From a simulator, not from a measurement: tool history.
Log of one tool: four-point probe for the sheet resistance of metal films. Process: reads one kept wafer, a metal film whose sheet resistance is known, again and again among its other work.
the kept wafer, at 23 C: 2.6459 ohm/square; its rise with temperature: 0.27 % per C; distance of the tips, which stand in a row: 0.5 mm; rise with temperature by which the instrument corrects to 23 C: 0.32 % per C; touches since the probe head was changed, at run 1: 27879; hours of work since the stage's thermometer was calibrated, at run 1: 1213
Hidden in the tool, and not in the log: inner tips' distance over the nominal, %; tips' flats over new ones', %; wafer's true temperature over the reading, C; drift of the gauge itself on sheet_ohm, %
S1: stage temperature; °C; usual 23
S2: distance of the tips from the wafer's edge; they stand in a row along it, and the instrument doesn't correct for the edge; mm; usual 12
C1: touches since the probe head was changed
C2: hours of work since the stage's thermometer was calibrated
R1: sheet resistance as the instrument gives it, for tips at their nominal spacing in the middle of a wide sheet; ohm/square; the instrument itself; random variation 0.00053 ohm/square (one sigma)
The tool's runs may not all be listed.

| run | hour | S1 | S2 | C1 | C2 | R1 |
|---|---|---|---|---|---|---|
| 1 | 0 | 23 | 12 | 27879 | 1213 | 2.660165 |
| 2 | 35.8 | 26 | 12 | 28534 | 1227 | 2.655202 |
| 3 | 63.9 | 26 | 12 | 29045 | 1238 | 2.654857 |
| 4 | 100.6 | 27 | 12 | 29716 | 1253 | 2.653331 |
|  | 117.8 | stage's thermometer calibrated |
| 5 | 127.1 | 27 | 12 | 30191 | 4 | 2.653373 |
| 6 | 162.3 | 23 | 12 | 30833 | 18 | 2.658026 |
| 7 | 181.7 | 23 | 12 | 31188 | 26 | 2.657268 |
| 8 | 211 | 23 | 12 | 31722 | 38 | 2.656845 |
| 9 | 252.2 | 23 | 12 | 32474 | 54 | 2.656836 |
| 10 | 287.6 | 23 | 12 | 33122 | 68 | 2.65555 |
| 11 | 305.1 | 23 | 12 | 33441 | 75 | 2.656362 |
| 12 | 323.3 | 23 | 12 | 33772 | 83 | 2.655925 |
| 13 | 345.4 | 23 | 12 | 34176 | 92 | 2.655872 |
| 14 | 383.1 | 23 | 12 | 34864 | 107 | 2.656306 |
| 15 | 402.8 | 19 | 12 | 35224 | 115 | 2.66066 |
| 16 | 424.7 | 19 | 12 | 35624 | 124 | 2.660643 |
| 17 | 463.5 | 19 | 12 | 36332 | 139 | 2.660619 |
| 18 | 485.2 | 19 | 14 | 36729 | 148 | 2.660579 |
| 19 | 510.7 | 19 | 14 | 37195 | 158 | 2.660538 |
| 20 | 548 | 19 | 14 | 37874 | 173 | 2.658958 |
| 21 | 582.8 | 27 | 7 | 38511 | 187 | 2.654752 |
| 22 | 620.7 | 29 | 59 | 39202 | 203 | 2.644374 |
| 23 | 649.2 | 31 | 14 | 39723 | 214 | 2.644463 |
| 24 | 690.5 | 32 | 10 | 40476 | 231 | 2.644626 |
| 25 | 710.6 | 18 | 13 | 40844 | 239 | 2.661652 |
| 26 | 728.1 | 18 | 13 | 41164 | 246 | 2.660191 |
| 27 | 751.5 | 18 | 13 | 41591 | 255 | 2.66065 |
| 28 | 788.2 | 18 | 13 | 42261 | 270 | 2.659744 |
| 29 | 819.8 | 23 | 10 | 42838 | 283 | 2.655518 |
| 30 | 851 | 23 | 10 | 43407 | 295 | 2.655271 |
| 31 | 874.4 | 27 | 50 | 43835 | 305 | 2.647244 |
| 32 | 911 | 19 | 50 | 44503 | 319 | 2.656986 |
| 33 | 929.5 | 21 | 12 | 44841 | 327 | 2.656456 |
| 34 | 955.2 | 32 | 8 | 45309 | 337 | 2.645599 |
| 35 | 985.2 | 32 | 5 | 45857 | 349 | 2.654683 |
| 36 | 1009.8 | 32 | 5 | 46307 | 359 | 2.654179 |
| 37 | 1044.2 | 22 | 57 | 46934 | 373 | 2.65233 |

The next listed run, before its measurement:
| 38 | 1074.9 | 23 | 5 | 47496 | 386 | ? |

R1: 2.665043 ohm/square
Without the tool's hidden state the same run would have given R1 2.660155 ohm/square.
